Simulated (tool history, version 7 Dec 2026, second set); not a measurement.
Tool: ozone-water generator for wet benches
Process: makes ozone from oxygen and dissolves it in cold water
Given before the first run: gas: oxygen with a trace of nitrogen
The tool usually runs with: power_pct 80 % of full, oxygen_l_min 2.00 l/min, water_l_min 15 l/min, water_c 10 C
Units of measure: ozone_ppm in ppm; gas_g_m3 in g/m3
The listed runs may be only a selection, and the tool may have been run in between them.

Run 1, hour 0.0: usual settings. Result: ozone_ppm 18.0 ppm, gas_g_m3 299.0 g/m3.
Run 2, hour 74.5: usual settings. Result: ozone_ppm 18.6 ppm, gas_g_m3 299.2 g/m3.
Run 3, hour 228.0: usual settings. Result: ozone_ppm 18.0 ppm, gas_g_m3 298.8 g/m3.
Run 4, hour 361.7: usual settings. Result: ozone_ppm 18.2 ppm, gas_g_m3 300.8 g/m3.
Run 5, hour 430.3: usual settings. Result: ozone_ppm 18.4 ppm, gas_g_m3 299.2 g/m3.
Run 6, hour 521.5: usual settings. Result: ozone_ppm 18.2 ppm, gas_g_m3 300.1 g/m3.
Run 7, hour 612.2: usual settings. Result: ozone_ppm 18.4 ppm, gas_g_m3 301.3 g/m3.
Run 8, hour 769.0: usual settings but power_pct 65 % of full. Result: ozone_ppm 16.0 ppm, gas_g_m3 261.0 g/m3.
Run 9, hour 921.9: usual settings but water_l_min 22 l/min. Result: ozone_ppm 12.2 ppm, gas_g_m3 300.4 g/m3.
Run 10, hour 993.9: usual settings but water_c 8 C. Result: ozone_ppm 18.5 ppm, gas_g_m3 296.7 g/m3.
Run 11, hour 1069.9: usual settings but water_c 8 C. Result: ozone_ppm 18.5 ppm, gas_g_m3 301.5 g/m3.
Run 12, hour 1184.6: usual settings but water_c 8 C. Result: ozone_ppm 18.6 ppm, gas_g_m3 299.8 g/m3.
Run 13, hour 1322.2: usual settings but water_c 8 C. Result: ozone_ppm 18.2 ppm, gas_g_m3 299.4 g/m3.
Run 14, hour 1470.8: usual settings but water_l_min 13 l/min. Result: ozone_ppm 20.9 ppm, gas_g_m3 298.8 g/m3.
Run 15, hour 1626.7: usual settings but water_l_min 19 l/min. Result: ozone_ppm 14.4 ppm, gas_g_m3 298.8 g/m3.
Run 16, hour 1763.2: usual settings but water_l_min 19 l/min. Result: ozone_ppm 14.2 ppm, gas_g_m3 300.2 g/m3.
Run 17, hour 1925.2: usual settings but water_l_min 19 l/min. Result: ozone_ppm 14.4 ppm, gas_g_m3 300.5 g/m3.
Run 18, hour 2087.0: usual settings but oxygen_l_min 2.35 l/min, water_l_min 17 l/min, water_c 11 C. Result: ozone_ppm 16.6 ppm, gas_g_m3 271.9 g/m3.
Run 19, hour 2255.3: usual settings but power_pct 60 % of full, oxygen_l_min 2.60 l/min, water_l_min 11 l/min, water_c 6 C. Result: ozone_ppm 21.1 ppm, gas_g_m3 208.4 g/m3.
Run 20, hour 2360.3: usual settings but power_pct 69 % of full, water_l_min 11 l/min. Result: ozone_ppm 22.2 ppm, gas_g_m3 271.0 g/m3.
Run 21, hour 2511.1: usual settings but power_pct 69 % of full, water_l_min 11 l/min. Result: ozone_ppm 22.2 ppm, gas_g_m3 270.0 g/m3.
Run 22, hour 2645.5: usual settings but power_pct 74 % of full. Result: ozone_ppm 17.3 ppm, gas_g_m3 285.3 g/m3.
Run 23, hour 2794.1: usual settings but power_pct 74 % of full. Result: ozone_ppm 17.1 ppm, gas_g_m3 287.1 g/m3.
Run 24, hour 2871.6: usual settings but power_pct 74 % of full. Result: ozone_ppm 17.2 ppm, gas_g_m3 284.8 g/m3.
Run 25, hour 3037.0: usual settings but power_pct 74 % of full. Result: ozone_ppm 17.3 ppm, gas_g_m3 285.2 g/m3.
Run 26, hour 3177.7: usual settings but power_pct 60 % of full, oxygen_l_min 2.88 l/min, water_l_min 23 l/min. Result: ozone_ppm 10.2 ppm, gas_g_m3 196.6 g/m3.
Run 27, hour 3276.6: usual settings but power_pct 60 % of full, oxygen_l_min 2.88 l/min, water_l_min 23 l/min. Result: ozone_ppm 10.0 ppm, gas_g_m3 196.4 g/m3.
Run 28, hour 3396.1: usual settings but power_pct 60 % of full, oxygen_l_min 2.88 l/min, water_l_min 23 l/min. Result: ozone_ppm 10.4 ppm, gas_g_m3 196.5 g/m3.
Run 29, hour 3542.4: usual settings but power_pct 60 % of full, oxygen_l_min 2.88 l/min, water_l_min 23 l/min. Result: ozone_ppm 10.0 ppm, gas_g_m3 195.1 g/m3.
Run 30, hour 3704.2: usual settings but power_pct 60 % of full, oxygen_l_min 1.27 l/min, water_l_min 11 l/min, water_c 5 C. Result: ozone_ppm 19.5 ppm, gas_g_m3 328.4 g/m3.

Expected results for the next run?
Run 31, hour 3836.7: usual settings but power_pct 60 % of full, oxygen_l_min 2.32 l/min, water_l_min 11 l/min, water_c 17 C. Result: ozone_ppm ?, gas_g_m3 ?.

{"run 31": {"ozone_ppm": 18.8, "gas_g_m3": 226.1}}
With the hidden condition absent and the run-to-run variation left alone, this run would have shown ozone_ppm 18.8 ppm, gas_g_m3 226.2 g/m3.
